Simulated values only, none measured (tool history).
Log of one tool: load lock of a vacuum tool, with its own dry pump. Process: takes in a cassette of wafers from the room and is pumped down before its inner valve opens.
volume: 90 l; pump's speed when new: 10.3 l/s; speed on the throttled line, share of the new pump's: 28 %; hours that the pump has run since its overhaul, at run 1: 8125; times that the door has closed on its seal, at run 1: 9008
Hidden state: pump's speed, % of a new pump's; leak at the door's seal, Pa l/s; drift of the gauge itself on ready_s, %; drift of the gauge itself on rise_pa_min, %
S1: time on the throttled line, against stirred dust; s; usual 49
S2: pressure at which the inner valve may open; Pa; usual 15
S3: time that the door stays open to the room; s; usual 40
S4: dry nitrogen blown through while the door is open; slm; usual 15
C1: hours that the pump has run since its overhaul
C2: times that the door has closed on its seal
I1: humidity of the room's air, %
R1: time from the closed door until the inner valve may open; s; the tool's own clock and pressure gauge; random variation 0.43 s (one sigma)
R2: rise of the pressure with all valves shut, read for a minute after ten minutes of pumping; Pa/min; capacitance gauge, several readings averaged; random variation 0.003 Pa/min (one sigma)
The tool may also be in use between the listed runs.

run    hour  S1  S2   S3  S4     C1     C2    I1     R1     R2
  1       0  49  15   40  15   8125   9008  45.3  119.9  0.035
  2    69.3  49  15   40  15   8194   9138  45.6    119  0.039
  3   139.4  49  15   40  15   8264   9268  45.7  118.9  0.041
  4   260.6  49  15   40  15   8385   9495  43.2  118.7  0.042
  5   334.3  49  15   40  15   8459   9632  47.4  119.1  0.035
  6   424.7  49  15   40  15   8549   9801  43.7    120  0.036
  7   506.2  49  15   40  15   8631   9953  45.2  119.1  0.039
  8   633.9  49  15   40   5   8759  10192  43.2  120.1  0.048
  9   758.8  55  15   40  15   8884  10425  44.9  123.9   0.04
 10   855.5  55  15   40  15   8980  10605  40.6  123.8   0.04
 11   955.2  55  15   40  15   9080  10792  45.5  124.5  0.046
 12  1061.5  49  15   40  19   9186  10990  45.3  119.7  0.041
 13  1160.5  49  15   40  19   9285  11175    52  119.9  0.048
 14  1270.7  49  15  183  19   9395  11381  48.5  119.9  0.059
 15    1389  49  15  183  19   9514  11601    43  120.3  0.061
 16  1471.5  49  15  183  19   9596  11756  44.6  120.1  0.057
 17  1559.2  49  15   40  15   9684  11919  46.1  120.2   0.04
 18  1651.8  49  15   40  13   9777  12092  46.1  120.7  0.046
 19  1772.7  49  15  133  15   9897  12318  45.2  120.4  0.059
 20  1895.7  49  27   35  40  10020  12548  45.3  114.8  0.035
 21  1958.9  35  15   65  15  10084  12666  43.8  111.2  0.048
 22  2045.7  45  15  138  15  10170  12828  43.7  117.7  0.056
 23  2145.4  45  15  138  15  10270  13014  45.8    118  0.062
 24  2210.9  34  15   79  15  10336  13136    48  110.3  0.056
 25  2344.2  34  29   46  15  10469  13385  44.4  103.6  0.045
 26  2420.7  34  29   46  15  10545  13528    43  103.9  0.049
 27  2530.6  33  15  198   6  10655  13733  43.3  110.4  0.076
 28  2629.1  33  15  198   6  10754  13917    45  110.6  0.077
 29  2737.2  33  15  198   6  10862  14119    43  110.7  0.074
 30    2824  49  15   25  41  10949  14281  43.2  121.4  0.039
 31  2920.8  49  15   25  41  11046  14462  45.5  121.4   0.04
 32  2999.8  49  15  188  15  11124  14609  47.6  121.5  0.077
 33  3094.3  49  20   40   6  11219  14785  46.4  119.1   0.06
 34  3160.2  49  20   40   6  11285  14908  46.6  119.4  0.047
 35  3232.3  34  20   40   4  11357  15043  46.4  108.9  0.058
 36  3356.1  34  20   40   4  11481  15274  45.4    108  0.059
 37  3466.8  43  20   40  10  11592  15481  45.5  114.6  0.056

Some steps in R1 between neighbouring runs. How much of each would the tool show without its hidden state too (settings, what came in, random variation), and how much is left for the hidden state, with any gauge scatter that isn't in both results?
Run 20 -> 21: S1 49 -> 35, S2 27 -> 15, S3 35 -> 65, S4 40 -> 15. R1 -3.6 s: hidden state +1.1, all else -4.7.
Run 23 -> 24: S1 45 -> 34, S3 138 -> 79. R1 -7.7 s: hidden state +0.6, all else -8.3.
Run 24 -> 25: S2 15 -> 29, S3 79 -> 46. R1 -6.7 s: hidden state -0.8, all else -5.9.
Run 26 -> 27: S1 34 -> 33, S2 29 -> 15, S3 46 -> 198, S4 15 -> 6. R1 +6.5 s: hidden state +1, all else +5.5.
Run 29 -> 30: S1 33 -> 49, S3 198 -> 25, S4 6 -> 41. R1 +10.7 s: hidden state -0.4, all else +11.1.
Run 34 -> 35: S1 49 -> 34, S4 6 -> 4. R1 -10.5 s: hidden state +0.5, all else -11.

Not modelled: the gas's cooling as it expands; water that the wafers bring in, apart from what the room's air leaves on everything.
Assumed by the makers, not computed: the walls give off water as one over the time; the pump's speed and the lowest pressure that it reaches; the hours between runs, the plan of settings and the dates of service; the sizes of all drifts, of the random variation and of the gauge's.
